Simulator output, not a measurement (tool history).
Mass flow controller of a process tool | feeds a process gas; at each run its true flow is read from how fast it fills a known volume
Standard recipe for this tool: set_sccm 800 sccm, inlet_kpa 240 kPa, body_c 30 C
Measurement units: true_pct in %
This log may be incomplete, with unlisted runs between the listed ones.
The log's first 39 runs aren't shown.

run    hour  set_sccm  inlet_kpa  body_c  true_pct
 40  2328.5       438        220      30     98.85
 41  2398.2       438        220      31     98.84
 42  2455.2       628        240      30     99.11
 43  2524.1       792        234      30     99.37
 44  2593.3       331        240      31     98.53
 45  2655.8       347        240      34     98.46
 46    2730       509        247      34     98.64
 47    2798       754        211      27     99.51

Below are 3 alternative next runs, each starting from the tool's condition after run 47. Predict each:
  A  2852.6       175        172      24         ?
  B  2852.6       487        140      28         ?
  C  2852.6       754        179      27         ?

run  true_pct
  A     98.62
  B     99.05
  C      99.5
With no hidden state in the tool, these same runs would have given:
run  true_pct
  A     98.87
  B     99.05
  C     99.45

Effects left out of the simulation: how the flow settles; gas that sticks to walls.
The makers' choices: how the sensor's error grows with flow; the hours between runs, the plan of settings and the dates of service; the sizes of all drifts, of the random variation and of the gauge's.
